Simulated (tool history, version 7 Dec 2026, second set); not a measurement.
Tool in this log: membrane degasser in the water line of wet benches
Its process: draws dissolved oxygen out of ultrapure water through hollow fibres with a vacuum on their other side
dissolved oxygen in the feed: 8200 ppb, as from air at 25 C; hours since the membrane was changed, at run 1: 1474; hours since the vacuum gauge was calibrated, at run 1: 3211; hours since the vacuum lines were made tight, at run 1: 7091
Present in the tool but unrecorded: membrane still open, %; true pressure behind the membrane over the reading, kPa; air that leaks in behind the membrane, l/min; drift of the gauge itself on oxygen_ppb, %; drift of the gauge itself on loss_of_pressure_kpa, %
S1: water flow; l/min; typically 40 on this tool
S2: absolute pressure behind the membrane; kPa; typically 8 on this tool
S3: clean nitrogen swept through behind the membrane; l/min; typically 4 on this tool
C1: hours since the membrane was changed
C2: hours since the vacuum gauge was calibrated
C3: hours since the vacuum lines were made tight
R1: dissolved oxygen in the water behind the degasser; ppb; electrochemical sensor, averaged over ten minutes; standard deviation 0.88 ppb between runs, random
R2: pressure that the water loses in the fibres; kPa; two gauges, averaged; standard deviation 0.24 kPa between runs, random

run 1 hour=0 | S1=40 S2=8 S3=4 | C1=1474 C2=3211 C3=7091 | R1=120.7 R2=62.89
run 2 hour=40 | S1=57 S2=8 S3=4 | C1=1514 C2=3251 C3=7131 | R1=173.2 R2=90.12
run 3 hour=80.9 | S1=57 S2=8 S3=4 | C1=1555 C2=3292 C3=7172 | R1=175.1 R2=89.85
run 4 hour=125.2 | S1=57 S2=8 S3=4 | C1=1599 C2=3336 C3=7216 | R1=174.4 R2=89.8
run 5 hour=146.1 | S1=57 S2=8 S3=4 | C1=1620 C2=3357 C3=7237 | R1=174.4 R2=89.86
run 6 hour=167.3 | S1=40 S2=8 S3=4 | C1=1641 C2=3378 C3=7258 | R1=122.3 R2=63.11
run 7 hour=187 | S1=40 S2=8 S3=4 | C1=1661 C2=3398 C3=7278 | R1=121.6 R2=62.62
run 8 hour=220.6 | S1=40 S2=8 S3=4 | C1=1694 C2=3431 C3=7311 | R1=121.1 R2=63.18
run 9 hour=253.7 | S1=40 S2=8 S3=6.52 | C1=1727 C2=3464 C3=7344 | R1=78.5 R2=63.44
run 10 hour=293.9 | S1=40 S2=8 S3=11.86 | C1=1768 C2=3505 C3=7385 | R1=45.1 R2=63.35
run 11 hour=342.1 | S1=40 S2=8 S3=11.86 | C1=1816 C2=3553 C3=7433 | R1=44 R2=63.45
run 12 hour=373.8 | S1=40 S2=8 S3=7.19 | C1=1848 C2=3585 C3=7465 | R1=72.2 R2=63.2
run 13 hour=405 | S1=40 S2=8 S3=7.19 | C1=1879 C2=3616 C3=7496 | R1=71.4 R2=63.43
run 14 hour=434.4 | S1=40 S2=8 S3=8.13 | C1=1908 C2=3645 C3=7525 | R1=64 R2=63.11
-- hour=456 vacuum gauge calibrated
run 15 hour=456 | S1=40 S2=8 S3=8.13 | C1=1929 C2=0 C3=7546 | R1=61.6 R2=63.37
run 16 hour=475.8 | S1=40 S2=8 S3=8.13 | C1=1949 C2=20 C3=7566 | R1=60.8 R2=63.24
run 17 hour=498.1 | S1=46 S2=10.56 S3=2.44 | C1=1971 C2=42 C3=7588 | R1=308.4 R2=73.2
run 18 hour=527.1 | S1=40 S2=13.03 S3=2 | C1=2000 C2=71 C3=7617 | R1=425.5 R2=63.43
run 19 hour=568.4 | S1=26 S2=11.51 S3=4 | C1=2042 C2=112 C3=7659 | R1=130.8 R2=41.27
run 20 hour=616.3 | S1=26 S2=11.51 S3=4 | C1=2090 C2=160 C3=7707 | R1=131.8 R2=40.99
run 21 hour=659.2 | S1=40 S2=11.53 S3=2.01 | C1=2133 C2=203 C3=7750 | R1=363.4 R2=63.39
run 22 hour=704.9 | S1=40 S2=11.53 S3=2.01 | C1=2178 C2=249 C3=7795 | R1=361.8 R2=63.49
run 23 hour=744.9 | S1=40 S2=5.4 S3=2.01 | C1=2218 C2=289 C3=7835 | R1=103.3 R2=63.4
run 24 hour=786.3 | S1=43 S2=8 S3=4 | C1=2260 C2=330 C3=7877 | R1=126.7 R2=68.55
run 25 hour=832.4 | S1=49 S2=15.98 S3=1.92 | C1=2306 C2=376 C3=7923 | R1=672.2 R2=77.91
run 26 hour=857.5 | S1=46 S2=5.54 S3=7.01 | C1=2331 C2=402 C3=7948 | R1=42.8 R2=72.78
run 27 hour=888 | S1=40 S2=5.7 S3=4 | C1=2361 C2=432 C3=7978 | R1=63.9 R2=63.55
run 28 hour=934.2 | S1=33 S2=9.75 S3=4.91 | C1=2407 C2=478 C3=8024 | R1=108.8 R2=52.12
run 29 hour=967.8 | S1=40 S2=8 S3=4 | C1=2441 C2=512 C3=8058 | R1=117.5 R2=63.25
run 30 hour=989 | S1=40 S2=8 S3=4 | C1=2462 C2=533 C3=8079 | R1=118.1 R2=63.57
run 31 hour=1031.7 | S1=40 S2=8 S3=4 | C1=2505 C2=576 C3=8122 | R1=117.8 R2=63.5
run 32 hour=1080 | S1=39 S2=17.99 S3=2.02 | C1=2553 C2=624 C3=8170 | R1=606.5 R2=62.05

Alternative continuations, all from the tool just after run 32; predict every row:
run A hour=1100.4 | S1=54 S2=10.22 S3=1.61 | C1=2574 C2=644 C3=8191 | R1=? R2=?
run B hour=1100.4 | S1=63 S2=17.99 S3=2.02 | C1=2574 C2=644 C3=8191 | R1=? R2=?
run C hour=1100.4 | S1=42 S2=6.28 S3=1.89 | C1=2574 C2=644 C3=8191 | R1=? R2=?
run D hour=1100.4 | S1=47 S2=9.73 S3=4 | C1=2574 C2=644 C3=8191 | R1=? R2=?

run=A R1=483.5 R2=85.35
run=B R1=901.4 R2=100.22
run=C R1=155.2 R2=66.97
run=D R1=182.7 R2=74.48
With the hidden condition removed and each run's random variation left untouched, the same runs would have given:
run=A R1=475.8 R2=84.15
run=B R1=892.3 R2=98.82
run=C R1=149.6 R2=66.03
run=D R1=177.9 R2=73.45
